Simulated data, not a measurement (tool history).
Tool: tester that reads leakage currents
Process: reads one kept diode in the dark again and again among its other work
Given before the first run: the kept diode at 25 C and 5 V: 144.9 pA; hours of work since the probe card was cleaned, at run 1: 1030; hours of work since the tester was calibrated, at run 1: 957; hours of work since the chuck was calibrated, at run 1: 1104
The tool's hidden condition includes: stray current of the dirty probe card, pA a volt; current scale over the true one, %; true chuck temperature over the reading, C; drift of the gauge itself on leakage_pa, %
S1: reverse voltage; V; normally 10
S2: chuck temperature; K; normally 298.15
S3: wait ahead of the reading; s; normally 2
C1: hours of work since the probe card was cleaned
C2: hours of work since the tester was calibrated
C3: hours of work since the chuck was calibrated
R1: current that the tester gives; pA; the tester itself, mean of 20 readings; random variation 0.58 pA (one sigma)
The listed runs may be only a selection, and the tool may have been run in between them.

run,hour,S1,S2,S3,C1,C2,C3,R1
1,0,10,298.15,2,1030,957,1104,180.43
2,73.8,10,298.15,2,1066,992,1140,179.87
3,143.3,10,305.15,2,1100,1026,1173,321.7
4,204.5,10,298.15,2,1129,1056,1203,179.05
5,318.3,3.4,298.15,2,1184,1111,1258,112.62
6,364.2,10,299.15,2,1206,1133,1280,195
7,456.5,10,299.15,2,1251,1177,1325,193.57
8,527.7,10,299.15,2,1286,1212,1359,192.71
9,593.1,10,299.15,2,1317,1244,1391,192.85
10,671.4,10,299.15,2,1355,1281,1429,192.78
11,774.7,10,299.15,2,1405,1331,1479,192.44
12,840.9,10,298.15,2,1437,1363,1511,177.47
13,916.9,10,298.15,2,1474,1400,1547,177.02
14,994.3,10,298.15,2,1511,1438,1585,176.42
15,1061.3,4.5,298.15,0.67,1544,1470,1617,123.86
16,1165.2,10,294.15,5.7,1594,1520,1667,127.22
17,1258.4,1.2,298.15,8.6,1639,1565,1712,69.98
18,1341.9,10,293.15,0.3,1679,1606,1753,121.7
19,1444.4,17.8,326.15,2,1729,1655,1802,2000.88
20,1503,1.8,326.15,2,1757,1684,1831,785.81
21,1564.5,10,298.15,1.48,1787,1713,1860,175.86
# hour 1589.2: chuck's temperature calibrated
22,1653.5,10,298.15,1.48,1829,1755,31,207.72
23,1727.4,2.1,298.15,0.87,1865,1791,67,103.7
24,1817.6,2.1,298.15,0.87,1908,1835,110,104.06
25,1887.1,2.1,298.15,0.87,1942,1868,144,104.08

Each row is a separate what-if for the run after 25, all from the same tool condition, not one after another. Results?
A,1966,2.3,305.15,0.92,1980,1906,182,?
B,1966,7.3,298.15,2.9,1980,1906,182,?
C,1966,14.6,326.15,0.31,1980,1906,182,?
D,1966,10,302.15,0.38,1980,1906,182,?

run,R1
A,193
B,177.82
C,2122.86
D,286.3
Stripped of hidden state, with their random variation kept, the same runs would have yielded:
run,R1
A,194.77
B,169.22
C,2160.33
D,275.81

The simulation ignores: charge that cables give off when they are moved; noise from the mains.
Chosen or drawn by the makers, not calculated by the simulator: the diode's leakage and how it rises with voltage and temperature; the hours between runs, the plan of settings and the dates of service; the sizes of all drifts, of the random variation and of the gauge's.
